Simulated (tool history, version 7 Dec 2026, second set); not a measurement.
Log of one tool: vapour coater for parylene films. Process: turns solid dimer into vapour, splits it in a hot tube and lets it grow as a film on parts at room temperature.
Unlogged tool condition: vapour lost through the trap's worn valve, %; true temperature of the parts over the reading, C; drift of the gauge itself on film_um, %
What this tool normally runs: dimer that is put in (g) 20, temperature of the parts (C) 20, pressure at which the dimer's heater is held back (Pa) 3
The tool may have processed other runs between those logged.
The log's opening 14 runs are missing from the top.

| run | hour | dimer that is put in (g) | temperature of the parts (C) | pressure at which the dimer's heater is held back (Pa) | hours of work since the trap's valve was overhauled | hours of work since the table's thermometer was calibrated | thickness of the film (nm) |
|---|---|---|---|---|---|---|---|
|  | 320.3 | trap's valve overhauled |
| 15 | 324.8 | 20 | 19 | 3 | 4 | 141 | 8560 |
| 16 | 338.6 | 20 | 19 | 3 | 14 | 152 | 8550 |
| 17 | 359.7 | 20 | 19 | 3 | 31 | 169 | 8560 |
| 18 | 374.7 | 20 | 19 | 4.19 | 43 | 180 | 8180 |
| 19 | 405.3 | 20 | 20 | 3 | 67 | 205 | 8360 |
| 20 | 428.3 | 20 | 20 | 2.38 | 85 | 223 | 8590 |
| 21 | 453.3 | 20 | 20 | 2.38 | 105 | 242 | 8600 |
| 22 | 471.6 | 20 | 20 | 2.38 | 119 | 257 | 8580 |
| 23 | 500.1 | 26 | 20 | 3 | 141 | 279 | 10840 |
| 24 | 527.3 | 11 | 20 | 8.97 | 163 | 300 | 3980 |
| 25 | 557.3 | 17 | 17 | 3.34 | 186 | 324 | 7360 |
| 26 | 573 | 35 | 28 | 3 | 199 | 336 | 12480 |
| 27 | 601.7 | 26 | 15 | 3.12 | 221 | 359 | 11680 |
| 28 | 616.3 | 18 | 15 | 3.83 | 233 | 370 | 7920 |
| 29 | 631.6 | 10 | 26 | 6.02 | 245 | 382 | 3410 |
| 30 | 660.2 | 9 | 15 | 2.96 | 267 | 405 | 4070 |
| 31 | 673.8 | 13 | 20 | 4.12 | 278 | 416 | 5120 |
| 32 | 703.8 | 13 | 20 | 4.32 | 302 | 439 | 5090 |
| 33 | 725.7 | 29 | 14 | 7.15 | 319 | 456 | 11920 |
| 34 | 753.4 | 13 | 22 | 2.23 | 341 | 478 | 5310 |
| 35 | 775.5 | 13 | 22 | 2.23 | 358 | 496 | 5330 |
| 36 | 807.3 | 9 | 26 | 4.77 | 383 | 521 | 3110 |
| 37 | 831.5 | 20 | 18 | 5.29 | 402 | 540 | 7900 |
| 38 | 845.2 | 20 | 20 | 11.95 | 413 | 550 | 6890 |
| 39 | 872.4 | 20 | 20 | 11.95 | 434 | 572 | 6870 |

3 ways to go on from here, each from the tool as it stands after run 39. What would each give?
| A | 894.8 | 17 | 20 | 3 | 452 | 589 | ? |
| B | 894.8 | 15 | 20 | 2.31 | 452 | 589 | ? |
| C | 894.8 | 20 | 24 | 11.42 | 452 | 589 | ? |

| run | thickness of the film (nm) |
|---|---|
| A | 6900 |
| B | 6280 |
| C | 6420 |
With the hidden condition removed and each run's random variation left untouched, the same runs would have given:
| run | thickness of the film (nm) |
|---|---|
| A | 7110 |
| B | 6480 |
| C | 6620 |
